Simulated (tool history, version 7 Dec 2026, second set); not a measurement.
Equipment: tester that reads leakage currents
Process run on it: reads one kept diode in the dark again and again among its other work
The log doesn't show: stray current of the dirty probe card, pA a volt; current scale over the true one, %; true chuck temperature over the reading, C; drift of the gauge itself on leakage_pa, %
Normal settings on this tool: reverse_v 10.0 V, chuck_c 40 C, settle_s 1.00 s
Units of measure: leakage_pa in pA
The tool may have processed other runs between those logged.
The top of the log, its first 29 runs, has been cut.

| run | day | reverse_v | chuck_c | settle_s | hours of work since the probe card was cleaned | hours of work since the tester was calibrated | hours of work since the chuck was calibrated | leakage_pa |
|---|---|---|---|---|---|---|---|---|
|  | 59.292 | probe card cleaned and baked |
| 30 | 60.100 | 2.5 | 34 | 0.54 | 14 | 2280 | 194 | 285.05 |
| 31 | 61.871 | 4.1 | 34 | 0.49 | 44 | 2310 | 224 | 366.02 |
| 32 | 63.929 | 1.7 | 34 | 0.49 | 79 | 2345 | 259 | 237.24 |
| 33 | 65.912 | 1.7 | 34 | 0.49 | 112 | 2378 | 292 | 238.29 |
| 34 | 67.588 | 10.0 | 55 | 1.00 | 141 | 2407 | 321 | 3252.53 |
| 35 | 70.508 | 2.6 | 35 | 1.00 | 190 | 2456 | 370 | 321.68 |
| 36 | 73.412 | 7.4 | 22 | 1.00 | 240 | 2506 | 420 | 170.39 |
| 37 | 75.300 | 7.4 | 22 | 1.00 | 272 | 2538 | 452 | 170.64 |
| 38 | 77.838 | 7.4 | 22 | 1.00 | 315 | 2581 | 495 | 171.03 |
| 39 | 79.083 | 8.2 | 36 | 1.34 | 336 | 2602 | 516 | 631.50 |

3 ways to go on from here, each from the tool as it stands after run 39. What would each give?
| A | 80.575 | 10.0 | 40 | 0.32 | 361 | 2627 | 541 | ? |
| B | 80.575 | 6.9 | 26 | 1.89 | 361 | 2627 | 541 | ? |
| C | 80.575 | 13.0 | 30 | 0.32 | 361 | 2627 | 541 | ? |

| run | leakage_pa |
|---|---|
| A | 991.27 |
| B | 238.13 |
| C | 481.14 |
With no hidden state in the tool, these same runs would have given:
| run | leakage_pa |
|---|---|
| A | 956.99 |
| B | 228.59 |
| C | 463.11 |

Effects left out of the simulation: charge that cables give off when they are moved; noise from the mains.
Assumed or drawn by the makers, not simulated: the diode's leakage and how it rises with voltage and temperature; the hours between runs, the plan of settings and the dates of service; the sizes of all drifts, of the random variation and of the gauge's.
